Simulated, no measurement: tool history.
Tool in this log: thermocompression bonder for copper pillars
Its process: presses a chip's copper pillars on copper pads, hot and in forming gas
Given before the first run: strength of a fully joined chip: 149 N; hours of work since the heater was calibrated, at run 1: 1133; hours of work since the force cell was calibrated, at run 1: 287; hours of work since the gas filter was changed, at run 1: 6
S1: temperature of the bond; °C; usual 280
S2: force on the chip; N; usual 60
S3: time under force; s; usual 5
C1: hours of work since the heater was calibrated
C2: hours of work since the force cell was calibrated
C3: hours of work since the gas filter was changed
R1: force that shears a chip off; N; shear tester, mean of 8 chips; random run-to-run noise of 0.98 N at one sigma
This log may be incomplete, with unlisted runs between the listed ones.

run 1 hour=0.0 | S1=280 S2=60 S3=5 | C1=1133 C2=287 C3=6 | R1=74.2
run 2 hour=40.5 | S1=280 S2=60 S3=5 | C1=1159 C2=314 C3=32 | R1=72.4
run 3 hour=78.0 | S1=280 S2=60 S3=5 | C1=1184 C2=339 C3=57 | R1=71.0
run 4 hour=115.1 | S1=280 S2=60 S3=5 | C1=1209 C2=363 C3=82 | R1=69.0
-- hour=145.0 heater calibrated with a thermocouple chip
run 5 hour=191.6 | S1=280 S2=60 S3=4 | C1=31 C2=413 C3=131 | R1=72.3
-- hour=210.1 forming gas filter changed
run 6 hour=265.9 | S1=280 S2=60 S3=4 | C1=80 C2=461 C3=37 | R1=74.1
run 7 hour=298.9 | S1=280 S2=60 S3=5 | C1=101 C2=483 C3=59 | R1=79.7
run 8 hour=373.6 | S1=280 S2=60 S3=5 | C1=151 C2=533 C3=108 | R1=77.5
-- hour=424.3 forming gas filter changed
run 9 hour=430.3 | S1=303 S2=60 S3=5 | C1=188 C2=570 C3=4 | R1=104.6
run 10 hour=494.0 | S1=303 S2=60 S3=5 | C1=230 C2=612 C3=46 | R1=103.3
run 11 hour=537.3 | S1=308 S2=60 S3=5 | C1=258 C2=640 C3=75 | R1=104.4
run 12 hour=574.2 | S1=308 S2=60 S3=5 | C1=283 C2=665 C3=99 | R1=103.5
-- hour=642.6 forming gas filter changed
run 13 hour=646.0 | S1=308 S2=60 S3=5 | C1=330 C2=712 C3=2 | R1=108.3
run 14 hour=706.0 | S1=308 S2=60 S3=5 | C1=370 C2=752 C3=42 | R1=103.8
run 15 hour=761.3 | S1=280 S2=60 S3=5 | C1=406 C2=788 C3=78 | R1=75.4
run 16 hour=810.3 | S1=280 S2=63 S3=5 | C1=439 C2=820 C3=111 | R1=75.1
run 17 hour=848.0 | S1=280 S2=60 S3=13 | C1=463 C2=845 C3=136 | R1=96.1
-- hour=860.7 forming gas filter changed
run 18 hour=901.6 | S1=280 S2=60 S3=13 | C1=499 C2=880 C3=27 | R1=102.7
run 19 hour=954.5 | S1=280 S2=60 S3=13 | C1=533 C2=915 C3=62 | R1=100.0
run 20 hour=1004.9 | S1=280 S2=60 S3=13 | C1=567 C2=949 C3=95 | R1=96.6
run 21 hour=1054.2 | S1=294 S2=44 S3=13 | C1=599 C2=981 C3=128 | R1=93.2
-- hour=1076.5 forming gas filter changed
run 22 hour=1127.1 | S1=253 S2=44 S3=13 | C1=647 C2=1029 C3=33 | R1=55.9
run 23 hour=1181.4 | S1=253 S2=44 S3=13 | C1=683 C2=1065 C3=69 | R1=54.4
run 24 hour=1236.6 | S1=253 S2=44 S3=13 | C1=719 C2=1101 C3=106 | R1=51.9
-- hour=1291.9 forming gas filter changed
run 25 hour=1311.1 | S1=305 S2=74 S3=9 | C1=768 C2=1150 C3=13 | R1=125.5
run 26 hour=1376.3 | S1=280 S2=60 S3=5 | C1=811 C2=1193 C3=56 | R1=70.7
run 27 hour=1442.6 | S1=297 S2=60 S3=5 | C1=855 C2=1237 C3=100 | R1=84.8
run 28 hour=1503.0 | S1=297 S2=60 S3=5 | C1=895 C2=1277 C3=139 | R1=84.9
-- hour=1507.3 forming gas filter changed
run 29 hour=1535.1 | S1=297 S2=60 S3=5 | C1=916 C2=1298 C3=18 | R1=89.7
run 30 hour=1590.8 | S1=297 S2=49 S3=5 | C1=953 C2=1335 C3=55 | R1=77.7
run 31 hour=1624.3 | S1=297 S2=49 S3=5 | C1=975 C2=1357 C3=77 | R1=74.5
run 32 hour=1671.9 | S1=300 S2=88 S3=3 | C1=1006 C2=1388 C3=109 | R1=93.9
-- hour=1721.9 forming gas filter changed
run 33 hour=1725.2 | S1=257 S2=88 S3=5 | C1=1041 C2=1423 C3=2 | R1=66.2
run 34 hour=1761.9 | S1=257 S2=88 S3=5 | C1=1065 C2=1447 C3=26 | R1=62.8
run 35 hour=1825.1 | S1=280 S2=60 S3=14 | C1=1107 C2=1489 C3=68 | R1=95.0
run 36 hour=1893.3 | S1=280 S2=66 S3=10 | C1=1152 C2=1534 C3=113 | R1=87.6
-- hour=1935.9 forming gas filter changed
run 37 hour=1944.4 | S1=280 S2=66 S3=13 | C1=1186 C2=1568 C3=6 | R1=99.5
run 38 hour=1978.5 | S1=280 S2=66 S3=13 | C1=1208 C2=1590 C3=28 | R1=98.7

What if the next run were any one of these 3? Each begins from the tool's condition after run 38:
-- hour=2009.2 heater calibrated with a thermocouple chip
run A hour=2022.3 | S1=307 S2=66 S3=13 | C1=9 C2=1618 C3=56 | R1=?
-- hour=2009.2 heater calibrated with a thermocouple chip
run B hour=2022.3 | S1=280 S2=37 S3=8 | C1=9 C2=1618 C3=56 | R1=?
-- hour=2009.2 heater calibrated with a thermocouple chip
run C hour=2022.3 | S1=280 S2=74 S3=5 | C1=9 C2=1618 C3=56 | R1=?

run=A R1=130.5
run=B R1=66.9
run=C R1=87.5
What these runs would have given with no unlogged condition in the tool:
run=A R1=137.9
run=B R1=73.8
run=C R1=95.5
